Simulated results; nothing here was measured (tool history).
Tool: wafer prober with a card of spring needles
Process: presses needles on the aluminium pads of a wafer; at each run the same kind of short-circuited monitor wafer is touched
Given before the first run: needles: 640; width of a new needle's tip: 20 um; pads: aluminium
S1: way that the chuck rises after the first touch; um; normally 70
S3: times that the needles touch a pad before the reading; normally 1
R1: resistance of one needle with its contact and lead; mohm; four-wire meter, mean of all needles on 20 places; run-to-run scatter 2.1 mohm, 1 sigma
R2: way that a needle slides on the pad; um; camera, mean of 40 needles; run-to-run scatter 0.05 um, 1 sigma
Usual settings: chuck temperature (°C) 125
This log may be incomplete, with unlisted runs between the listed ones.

{"run": 1, "hour": 0.0, "S1": 70, "chuck temperature (°C)": 125, "S3": 1, "R1": 229, "R2": 14.45}
{"hour": 8.0, "done": "tips cleaned on abrasive film"}
{"hour": 8.3, "done": "height of the first contact set anew"}
{"hour": 24.2, "done": "tips cleaned on abrasive film"}
{"run": 2, "hour": 33.8, "S1": 82, "chuck temperature (°C)": 125, "S3": 1, "R1": 226, "R2": 16.81}
{"hour": 41.8, "done": "tips cleaned on abrasive film"}
{"hour": 61.3, "done": "tips cleaned on abrasive film"}
{"run": 3, "hour": 73.8, "S1": 70, "chuck temperature (°C)": 125, "S3": 1, "R1": 226, "R2": 14.38}
{"hour": 77.8, "done": "tips cleaned on abrasive film"}
{"hour": 96.3, "done": "tips cleaned on abrasive film"}
{"run": 4, "hour": 108.7, "S1": 70, "chuck temperature (°C)": 125, "S3": 1, "R1": 229, "R2": 14.32}
{"hour": 112.3, "done": "tips cleaned on abrasive film"}
{"hour": 128.2, "done": "tips cleaned on abrasive film"}
{"hour": 147.5, "done": "tips cleaned on abrasive film"}
{"hour": 166.7, "done": "tips cleaned on abrasive film"}
{"run": 5, "hour": 173.8, "S1": 70, "chuck temperature (°C)": 125, "S3": 1, "R1": 228, "R2": 14.28}
{"hour": 185.2, "done": "tips cleaned on abrasive film"}
{"hour": 204.3, "done": "tips cleaned on abrasive film"}
{"hour": 220.1, "done": "tips cleaned on abrasive film"}
{"hour": 239.7, "done": "tips cleaned on abrasive film"}
{"run": 6, "hour": 251.3, "S1": 51, "chuck temperature (°C)": 125, "S3": 1, "R1": 234, "R2": 10.45}
{"hour": 259.3, "done": "tips cleaned on abrasive film"}
{"hour": 278.8, "done": "tips cleaned on abrasive film"}
{"hour": 283.1, "done": "height of the first contact set anew"}
{"hour": 299.0, "done": "tips cleaned on abrasive film"}
{"hour": 314.8, "done": "tips cleaned on abrasive film"}
{"run": 7, "hour": 329.4, "S1": 70, "chuck temperature (°C)": 34, "S3": 1, "R1": 206, "R2": 14.32}
{"hour": 333.4, "done": "tips cleaned on abrasive film"}
{"hour": 352.6, "done": "tips cleaned on abrasive film"}
{"hour": 370.7, "done": "tips cleaned on abrasive film"}
{"run": 8, "hour": 370.7, "S1": 70, "chuck temperature (°C)": 34, "S3": 1, "R1": 209, "R2": 14.33}
{"hour": 390.5, "done": "tips cleaned on abrasive film"}
{"hour": 409.8, "done": "tips cleaned on abrasive film"}
{"hour": 425.7, "done": "tips cleaned on abrasive film"}
{"run": 9, "hour": 434.1, "S1": 70, "chuck temperature (°C)": 69, "S3": 1, "R1": 216, "R2": 14.25}
{"hour": 442.0, "done": "tips cleaned on abrasive film"}
{"hour": 461.2, "done": "tips cleaned on abrasive film"}
{"hour": 477.0, "done": "tips cleaned on abrasive film"}
{"run": 10, "hour": 484.3, "S1": 70, "chuck temperature (°C)": 125, "S3": 2, "R1": 226, "R2": 14.28}
{"hour": 496.2, "done": "tips cleaned on abrasive film"}
{"hour": 515.8, "done": "tips cleaned on abrasive film"}
{"hour": 535.6, "done": "tips cleaned on abrasive film"}
{"run": 11, "hour": 549.7, "S1": 70, "chuck temperature (°C)": 125, "S3": 2, "R1": 228, "R2": 14.28}
{"hour": 553.8, "done": "tips cleaned on abrasive film"}
{"hour": 558.0, "done": "height of the first contact set anew"}
{"hour": 573.2, "done": "tips cleaned on abrasive film"}
{"hour": 592.8, "done": "tips cleaned on abrasive film"}
{"hour": 612.1, "done": "tips cleaned on abrasive film"}
{"run": 12, "hour": 614.5, "S1": 70, "chuck temperature (°C)": 125, "S3": 2, "R1": 230, "R2": 14.29}
{"hour": 629.6, "done": "tips cleaned on abrasive film"}
{"hour": 647.5, "done": "tips cleaned on abrasive film"}
{"hour": 667.3, "done": "tips cleaned on abrasive film"}
{"hour": 686.5, "done": "tips cleaned on abrasive film"}
{"run": 13, "hour": 688.6, "S1": 70, "chuck temperature (°C)": 125, "S3": 2, "R1": 228, "R2": 14.29}
{"hour": 704.0, "done": "tips cleaned on abrasive film"}
{"hour": 723.2, "done": "tips cleaned on abrasive film"}
{"hour": 739.0, "done": "tips cleaned on abrasive film"}
{"run": 14, "hour": 751.7, "S1": 70, "chuck temperature (°C)": 125, "S3": 2, "R1": 227, "R2": 14.2}
{"hour": 755.7, "done": "tips cleaned on abrasive film"}
{"hour": 771.6, "done": "tips cleaned on abrasive film"}
{"hour": 787.5, "done": "tips cleaned on abrasive film"}
{"hour": 803.3, "done": "tips cleaned on abrasive film"}
{"run": 15, "hour": 811.0, "S1": 70, "chuck temperature (°C)": 125, "S3": 1, "R1": 229, "R2": 14.27}
{"hour": 822.4, "done": "tips cleaned on abrasive film"}
{"hour": 834.1, "done": "height of the first contact set anew"}
{"hour": 841.4, "done": "tips cleaned on abrasive film"}
{"hour": 857.3, "done": "tips cleaned on abrasive film"}
{"run": 16, "hour": 867.5, "S1": 70, "chuck temperature (°C)": 125, "S3": 1, "R1": 232, "R2": 14.25}
{"hour": 875.5, "done": "tips cleaned on abrasive film"}
{"hour": 891.4, "done": "tips cleaned on abrasive film"}
{"hour": 911.2, "done": "tips cleaned on abrasive film"}
{"run": 17, "hour": 920.1, "S1": 76, "chuck temperature (°C)": 68, "S3": 1, "R1": 211, "R2": 15.47}
{"hour": 928.0, "done": "tips cleaned on abrasive film"}
{"hour": 947.9, "done": "tips cleaned on abrasive film"}
{"run": 18, "hour": 952.6, "S1": 76, "chuck temperature (°C)": 68, "S3": 1, "R1": 212, "R2": 15.39}
{"hour": 964.4, "done": "tips cleaned on abrasive film"}
{"hour": 983.1, "done": "tips cleaned on abrasive film"}
{"run": 19, "hour": 998.2, "S1": 70, "chuck temperature (°C)": 68, "S3": 2, "R1": 217, "R2": 14.21}
{"hour": 1002.3, "done": "tips cleaned on abrasive film"}
{"hour": 1021.2, "done": "tips cleaned on abrasive film"}
{"hour": 1037.1, "done": "tips cleaned on abrasive film"}
{"hour": 1056.0, "done": "tips cleaned on abrasive film"}
{"run": 20, "hour": 1057.3, "S1": 65, "chuck temperature (°C)": 125, "S3": 2, "R1": 228, "R2": 13.18}
{"hour": 1072.9, "done": "tips cleaned on abrasive film"}
{"hour": 1092.0, "done": "tips cleaned on abrasive film"}
{"run": 21, "hour": 1093.9, "S1": 56, "chuck temperature (°C)": 31, "S3": 1, "R1": 210, "R2": 11.32}
{"hour": 1109.8, "done": "tips cleaned on abrasive film"}
{"hour": 1110.1, "done": "height of the first contact set anew"}
{"hour": 1126.0, "done": "tips cleaned on abrasive film"}
{"hour": 1145.5, "done": "tips cleaned on abrasive film"}
{"hour": 1161.3, "done": "tips cleaned on abrasive film"}
{"run": 22, "hour": 1161.7, "S1": 56, "chuck temperature (°C)": 125, "S3": 2, "R1": 232, "R2": 11.36}
{"hour": 1180.9, "done": "tips cleaned on abrasive film"}
{"hour": 1196.8, "done": "tips cleaned on abrasive film"}
{"run": 23, "hour": 1211.8, "S1": 56, "chuck temperature (°C)": 125, "S3": 2, "R1": 228, "R2": 11.32}
{"hour": 1215.2, "done": "tips cleaned on abrasive film"}
{"hour": 1231.1, "done": "tips cleaned on abrasive film"}
{"hour": 1246.9, "done": "tips cleaned on abrasive film"}
{"hour": 1266.1, "done": "tips cleaned on abrasive film"}
{"hour": 1282.0, "done": "tips cleaned on abrasive film"}
{"run": 24, "hour": 1287.4, "S1": 65, "chuck temperature (°C)": 45, "S3": 1, "R1": 213, "R2": 13.19}
{"hour": 1299.2, "done": "tips cleaned on abrasive film"}
{"hour": 1315.1, "done": "tips cleaned on abrasive film"}
{"run": 25, "hour": 1323.2, "S1": 70, "chuck temperature (°C)": 125, "S3": 2, "R1": 228, "R2": 14.26}
{"hour": 1331.2, "done": "tips cleaned on abrasive film"}
{"hour": 1349.4, "done": "tips cleaned on abrasive film"}
{"hour": 1365.3, "done": "tips cleaned on abrasive film"}
{"hour": 1381.2, "done": "tips cleaned on abrasive film"}
{"run": 26, "hour": 1382.8, "S1": 70, "chuck temperature (°C)": 57, "S3": 1, "R1": 211, "R2": 14.04}
{"hour": 1387.1, "done": "height of the first contact set anew"}
{"hour": 1399.0, "done": "tips cleaned on abrasive film"}
{"hour": 1414.9, "done": "tips cleaned on abrasive film"}
{"hour": 1430.7, "done": "tips cleaned on abrasive film"}
{"hour": 1450.5, "done": "tips cleaned on abrasive film"}
{"run": 27, "hour": 1459.6, "S1": 70, "chuck temperature (°C)": 57, "S3": 1, "R1": 212, "R2": 14.14}
{"hour": 1467.6, "done": "tips cleaned on abrasive film"}
{"hour": 1483.4, "done": "tips cleaned on abrasive film"}
{"hour": 1502.6, "done": "tips cleaned on abrasive film"}
{"hour": 1518.5, "done": "tips cleaned on abrasive film"}
{"hour": 1537.8, "done": "tips cleaned on abrasive film"}
{"run": 28, "hour": 1538.5, "S1": 74, "chuck temperature (°C)": 125, "S3": 2, "R1": 226, "R2": 14.87}

Consider 3 possible next runs. They are alternatives, not a sequence: every one starts from the tool as it was left by run 28. What does each give?
{"hour": 1557.5, "done": "tips cleaned on abrasive film"}
{"hour": 1573.4, "done": "tips cleaned on abrasive film"}
{"hour": 1589.2, "done": "tips cleaned on abrasive film"}
{"run": "A", "hour": 1592.3, "S1": 59, "chuck temperature (°C)": 41, "S3": 2, "R1": "?", "R2": "?"}
{"hour": 1557.5, "done": "tips cleaned on abrasive film"}
{"hour": 1573.4, "done": "tips cleaned on abrasive film"}
{"hour": 1589.2, "done": "tips cleaned on abrasive film"}
{"run": "B", "hour": 1592.3, "S1": 90, "chuck temperature (°C)": 125, "S3": 1, "R1": "?", "R2": "?"}
{"hour": 1557.5, "done": "tips cleaned on abrasive film"}
{"hour": 1573.4, "done": "tips cleaned on abrasive film"}
{"hour": 1589.2, "done": "tips cleaned on abrasive film"}
{"run": "C", "hour": 1592.3, "S1": 59, "chuck temperature (°C)": 93, "S3": 2, "R1": "?", "R2": "?"}

run=A R1=213 R2=11.92
run=B R1=223 R2=18.08
run=C R1=227 R2=11.81
Take away the tool's hidden state, keep each run's random variation, and the runs would have read:
run=A R1=212 R2=12.12
run=B R1=223 R2=18.37
run=C R1=227 R2=12.01

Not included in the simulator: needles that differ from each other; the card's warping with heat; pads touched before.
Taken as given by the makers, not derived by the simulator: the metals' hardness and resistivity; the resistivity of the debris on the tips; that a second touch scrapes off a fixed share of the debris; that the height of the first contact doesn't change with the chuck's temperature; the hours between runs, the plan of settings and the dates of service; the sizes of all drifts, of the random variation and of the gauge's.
